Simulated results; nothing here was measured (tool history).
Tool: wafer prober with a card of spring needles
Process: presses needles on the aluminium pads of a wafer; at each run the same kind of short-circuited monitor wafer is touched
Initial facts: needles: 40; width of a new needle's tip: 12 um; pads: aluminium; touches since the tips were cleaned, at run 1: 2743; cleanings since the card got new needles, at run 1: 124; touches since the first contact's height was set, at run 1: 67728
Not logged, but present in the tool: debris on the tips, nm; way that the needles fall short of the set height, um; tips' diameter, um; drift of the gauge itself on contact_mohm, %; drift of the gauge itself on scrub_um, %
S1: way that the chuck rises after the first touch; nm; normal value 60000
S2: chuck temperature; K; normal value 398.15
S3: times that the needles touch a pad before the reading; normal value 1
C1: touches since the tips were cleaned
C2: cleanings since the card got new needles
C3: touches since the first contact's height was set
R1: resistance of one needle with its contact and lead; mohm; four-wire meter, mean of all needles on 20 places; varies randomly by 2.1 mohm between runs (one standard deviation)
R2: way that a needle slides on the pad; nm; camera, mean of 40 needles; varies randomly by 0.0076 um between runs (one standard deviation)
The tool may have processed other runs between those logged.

run     day     S1      S2  S3    C1   C2      C3   R1     R2
  1       0  60000  398.15   1  2743  124   67728  364   9332
      0.442  -- tips cleaned on abrasive film
      1.221  -- tips cleaned on abrasive film
  2   1.525  60000  398.15   1  4133  126   88284  385   9330
      1.992  -- tips cleaned on abrasive film
      2.771  -- tips cleaned on abrasive film
      3.525  -- tips cleaned on abrasive film
  3   3.617  60000  398.15   1  1283  129  116518  318   9290
      3.942  -- height of the first contact set anew
      4.254  -- tips cleaned on abrasive film
      5.012  -- tips cleaned on abrasive film
  4   5.042  60000  330.15   1   382  131   14801  258   9374
      5.662  -- tips cleaned on abrasive film
      6.438  -- tips cleaned on abrasive film
  5   6.458  60000  326.15   1   244  133   33913  257   9369
      7.079  -- tips cleaned on abrasive film
        7.7  -- tips cleaned on abrasive film
      8.479  -- tips cleaned on abrasive film
      9.246  -- tips cleaned on abrasive film
  6   9.275  60000  398.15   1   371  137   71895  284   9304
      9.892  -- tips cleaned on abrasive film
      10.65  -- tips cleaned on abrasive film
     11.417  -- tips cleaned on abrasive film
  7   11.55  60000  398.15   1  1799  140  102585  347   9288
      12.15  -- tips cleaned on abrasive film
     12.883  -- tips cleaned on abrasive film
     12.896  -- height of the first contact set anew
     13.629  -- tips cleaned on abrasive film
     14.292  -- tips cleaned on abrasive film
  8  14.292  60000  398.15   1     0  144   18774  248   9378
     15.042  -- tips cleaned on abrasive film
     15.775  -- tips cleaned on abrasive film
  9  16.333  60000  398.15   2  7561  146   46367  350   9350
     16.492  -- tips cleaned on abrasive film
     17.262  -- tips cleaned on abrasive film
     18.042  -- tips cleaned on abrasive film
 10  18.508  60000  318.15   1  6370  149   75715  427   9333
     18.667  -- tips cleaned on abrasive film
     19.429  -- tips cleaned on abrasive film
       20.2  -- tips cleaned on abrasive film
     20.975  -- tips cleaned on abrasive film
 11  21.317  60000  318.15   1  4634  153  113577  427   9302
     21.629  -- tips cleaned on abrasive film
       21.8  -- height of the first contact set anew
     22.412  -- tips cleaned on abrasive film
 12  22.925  60000  318.15   1  6990  155   15238  435   9379
     23.083  -- tips cleaned on abrasive film
     23.708  -- tips cleaned on abrasive film
     24.462  -- tips cleaned on abrasive film
 13  24.979  60000  318.15   1  6998  158   42919  433   9372
     25.138  -- tips cleaned on abrasive film
     25.896  -- tips cleaned on abrasive film
     26.517  -- tips cleaned on abrasive film
     27.292  -- tips cleaned on abrasive film
 14  27.688  60000  318.15   1  5337  162   79413  426   9328
     27.996  -- tips cleaned on abrasive film
     28.733  -- tips cleaned on abrasive film
     29.492  -- tips cleaned on abrasive film
     30.162  -- tips cleaned on abrasive film
 15  30.162  60000  398.15   1     0  166  112729  261   9284
     30.792  -- height of the first contact set anew
      30.95  -- tips cleaned on abrasive film
     31.721  -- tips cleaned on abrasive film
 16  32.271  60000  398.15   1  7473  168   19975  429   9373
     32.429  -- tips cleaned on abrasive film
     33.208  -- tips cleaned on abrasive film
     33.983  -- tips cleaned on abrasive film
     34.662  -- tips cleaned on abrasive film
 17  34.662  80000  308.15   1     0  172   52156  229  12461
     35.438  -- tips cleaned on abrasive film
 18  36.008  73000  398.15   1  7767  173   70357  377  11371
     36.167  -- tips cleaned on abrasive film
     36.946  -- tips cleaned on abrasive film
     37.721  -- tips cleaned on abrasive film
     38.342  -- tips cleaned on abrasive film
     39.096  -- tips cleaned on abrasive film
 19  39.133  43000  398.15   2   503  178  112468  311   6622
     39.725  -- tips cleaned on abrasive film
     39.738  -- height of the first contact set anew
     40.492  -- tips cleaned on abrasive film
 20  40.704  43000  398.15   2  2923  180   13058  421   6723
     41.175  -- tips cleaned on abrasive film
      41.95  -- tips cleaned on abrasive film
 21  42.425  43000  398.15   2  6432  182   36260  465   6707
     42.721  -- tips cleaned on abrasive film
     43.496  -- tips cleaned on abrasive film
     44.258  -- tips cleaned on abrasive film
 22  44.258  43000  398.15   2     0  185   60963  267   6689
     45.038  -- tips cleaned on abrasive film
     45.783  -- tips cleaned on abrasive film
     46.438  -- tips cleaned on abrasive film
 23  46.438  60000  307.15   2     0  188   90366  230   9304
     47.192  -- tips cleaned on abrasive film
      47.95  -- tips cleaned on abrasive film
       48.7  -- tips cleaned on abrasive film
     48.712  -- height of the first contact set anew
     49.433  -- tips cleaned on abrasive film
 24  49.433  60000  307.15   2     0  192    9718  236   9381
     50.154  -- tips cleaned on abrasive film
     50.921  -- tips cleaned on abrasive film
     51.679  -- tips cleaned on abrasive film
 25   51.85  60000  307.15   2  2314  195   42305  323   9344
     52.317  -- tips cleaned on abrasive film
     53.083  -- tips cleaned on abrasive film
     53.862  -- tips cleaned on abrasive film
 26  54.262  60000  307.15   2  5467  198   74879  355   9332
     54.562  -- tips cleaned on abrasive film
     55.317  -- tips cleaned on abrasive film
     55.938  -- tips cleaned on abrasive film
 27  56.308  60000  325.15   1  5005  201  102411  433   9301

Branching from run 27: 4 alternative next runs. What would each branch give?
     56.596  -- tips cleaned on abrasive film
     57.375  -- tips cleaned on abrasive film
     57.696  -- height of the first contact set anew
  A  57.854  63000  398.15   1  6337  203  2168   ?   ?
     56.596  -- tips cleaned on abrasive film
     57.375  -- tips cleaned on abrasive film
     57.696  -- height of the first contact set anew
  B  57.854  57000  328.15   2  6337  203  2168   ?   ?
     56.596  -- tips cleaned on abrasive film
     57.375  -- tips cleaned on abrasive film
     57.696  -- height of the first contact set anew
  C  57.854  60000  309.15   1  6337  203  2168   ?   ?
     56.596  -- tips cleaned on abrasive film
     57.375  -- tips cleaned on abrasive film
     57.696  -- height of the first contact set anew
  D  57.854  62000  317.15   2  6337  203  2168   ?   ?

run   R1    R2
  A  436  9864
  B  377  8923
  C  452  9394
  D  355  9715
The same runs, with their run-to-run variation unchanged, on a tool lacking any hidden condition would have given:
run   R1    R2
  A  236  9864
  B  218  8923
  C  209  9394
  D  215  9715
